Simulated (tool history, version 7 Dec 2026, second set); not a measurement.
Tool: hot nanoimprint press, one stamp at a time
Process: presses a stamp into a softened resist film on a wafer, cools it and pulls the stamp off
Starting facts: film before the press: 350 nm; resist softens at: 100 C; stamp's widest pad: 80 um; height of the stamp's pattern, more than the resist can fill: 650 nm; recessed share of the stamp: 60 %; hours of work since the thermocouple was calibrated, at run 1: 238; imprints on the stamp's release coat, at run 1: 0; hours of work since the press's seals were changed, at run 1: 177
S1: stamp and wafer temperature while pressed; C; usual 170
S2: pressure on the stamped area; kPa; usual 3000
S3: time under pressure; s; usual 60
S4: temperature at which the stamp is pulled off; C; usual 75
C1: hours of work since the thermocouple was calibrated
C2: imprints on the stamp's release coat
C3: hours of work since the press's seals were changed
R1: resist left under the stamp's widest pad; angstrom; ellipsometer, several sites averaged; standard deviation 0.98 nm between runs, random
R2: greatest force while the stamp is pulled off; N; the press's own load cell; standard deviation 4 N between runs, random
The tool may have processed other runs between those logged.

{"run": 1, "hour": 0.0, "S1": 170, "S2": 3000, "S3": 60, "S4": 75, "C1": 238, "C2": 0, "C3": 177, "R1": 1752, "R2": 195}
{"run": 2, "hour": 13.9, "S1": 170, "S2": 3000, "S3": 60, "S4": 75, "C1": 245, "C2": 25, "C3": 184, "R1": 1762, "R2": 194}
{"run": 3, "hour": 20.0, "S1": 170, "S2": 3000, "S3": 60, "S4": 75, "C1": 248, "C2": 36, "C3": 186, "R1": 1734, "R2": 195}
{"run": 4, "hour": 34.0, "S1": 170, "S2": 3000, "S3": 60, "S4": 75, "C1": 254, "C2": 61, "C3": 193, "R1": 1726, "R2": 196}
{"run": 5, "hour": 46.9, "S1": 182, "S2": 3000, "S3": 60, "S4": 75, "C1": 260, "C2": 84, "C3": 199, "R1": 1036, "R2": 192}
{"run": 6, "hour": 59.2, "S1": 159, "S2": 3000, "S3": 60, "S4": 75, "C1": 266, "C2": 106, "C3": 204, "R1": 2608, "R2": 200}
{"run": 7, "hour": 65.5, "S1": 159, "S2": 3000, "S3": 60, "S4": 75, "C1": 269, "C2": 117, "C3": 207, "R1": 2602, "R2": 197}
{"run": 8, "hour": 75.6, "S1": 170, "S2": 3000, "S3": 60, "S4": 75, "C1": 273, "C2": 135, "C3": 212, "R1": 1752, "R2": 194}
{"run": 9, "hour": 89.0, "S1": 170, "S2": 3000, "S3": 60, "S4": 75, "C1": 279, "C2": 159, "C3": 218, "R1": 1734, "R2": 200}
{"run": 10, "hour": 101.2, "S1": 172, "S2": 4320, "S3": 104, "S4": 75, "C1": 285, "C2": 181, "C3": 224, "R1": 1073, "R2": 207}

What does the tool deliver on the next run?
{"run": 11, "hour": 115.1, "S1": 170, "S2": 3950, "S3": 75, "S4": 83, "C1": 291, "C2": 205, "C3": 230, "R1": "?", "R2": "?"}

For run 11 the tool returned R1 1415 angstrom, R2 182 N.
On a tool with no hidden condition, and with the same random variation, this run would have come out at R1 1493 angstrom, R2 172 N.
